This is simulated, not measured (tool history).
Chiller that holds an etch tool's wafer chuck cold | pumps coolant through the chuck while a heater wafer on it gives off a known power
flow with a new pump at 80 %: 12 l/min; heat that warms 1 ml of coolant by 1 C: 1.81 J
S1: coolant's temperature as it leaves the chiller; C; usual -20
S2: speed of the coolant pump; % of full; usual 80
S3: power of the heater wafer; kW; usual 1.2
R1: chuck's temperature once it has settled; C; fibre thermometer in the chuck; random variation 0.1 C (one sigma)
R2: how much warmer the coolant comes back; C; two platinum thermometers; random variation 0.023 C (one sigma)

run 1 day=0 | S1=-20 S2=80 S3=1.2 | R1=-5.4 R2=3.3
run 2 day=2.896 | S1=-28 S2=80 S3=1.2 | R1=-13.2 R2=3.28
run 3 day=5.596 | S1=-28 S2=80 S3=1.2 | R1=-13.3 R2=3.3
run 4 day=6.829 | S1=-20 S2=80 S3=1.2 | R1=-5.2 R2=3.29
run 5 day=8.158 | S1=-20 S2=80 S3=1.2 | R1=-5.1 R2=3.32
run 6 day=9.625 | S1=-20 S2=80 S3=0.784 | R1=-10.5 R2=2.22
run 7 day=11.696 | S1=-20 S2=80 S3=0.784 | R1=-10.3 R2=2.18
run 8 day=14.396 | S1=-20 S2=96 S3=1.2 | R1=-7.5 R2=2.67
run 9 day=16.454 | S1=-20 S2=71 S3=1.2 | R1=-3.3 R2=3.75
run 10 day=18.221 | S1=-20 S2=71 S3=1.2 | R1=-3.3 R2=3.8
run 11 day=19.562 | S1=-20 S2=71 S3=1.2 | R1=-3.1 R2=3.78
run 12 day=21.712 | S1=-20 S2=71 S3=1.2 | R1=-3.1 R2=3.8
run 13 day=24.333 | S1=-26 S2=94 S3=1.2 | R1=-13.3 R2=2.74
run 14 day=26.325 | S1=-12 S2=94 S3=1.2 | R1=0.7 R2=2.78
run 15 day=27.7 | S1=-20 S2=72 S3=0.807 | R1=-9.3 R2=2.5
run 16 day=30.021 | S1=-18 S2=64 S3=1.2 | R1=0.7 R2=4.24
run 17 day=32.362 | S1=-20 S2=80 S3=0.684 | R1=-11.5 R2=1.88
run 18 day=35.15 | S1=-20 S2=80 S3=0.684 | R1=-11.8 R2=1.89
run 19 day=37.488 | S1=-20 S2=80 S3=1.277 | R1=-3.9 R2=3.54
run 20 day=39.696 | S1=-20 S2=80 S3=0.813 | R1=-9.9 R2=2.25
run 21 day=41.417 | S1=-20 S2=80 S3=0.813 | R1=-10.1 R2=2.27

3 ways to go on from here, each from the tool as it stands after run 21. What would each give?
run A day=42.95 | S1=-26 S2=94 S3=0.794 | R1=? R2=?
run B day=42.95 | S1=-20 S2=84 S3=1.182 | R1=? R2=?
run C day=42.95 | S1=-13 S2=89 S3=1.173 | R1=? R2=?

run=A R1=-17.6 R2=1.88
run=B R1=-5.6 R2=3.13
run=C R1=0.3 R2=2.91
Without the tool's hidden state the same runs would have given:
run=A R1=-18.1 R2=1.85
run=B R1=-6.8 R2=3.09
run=C R1=-0.7 R2=2.87
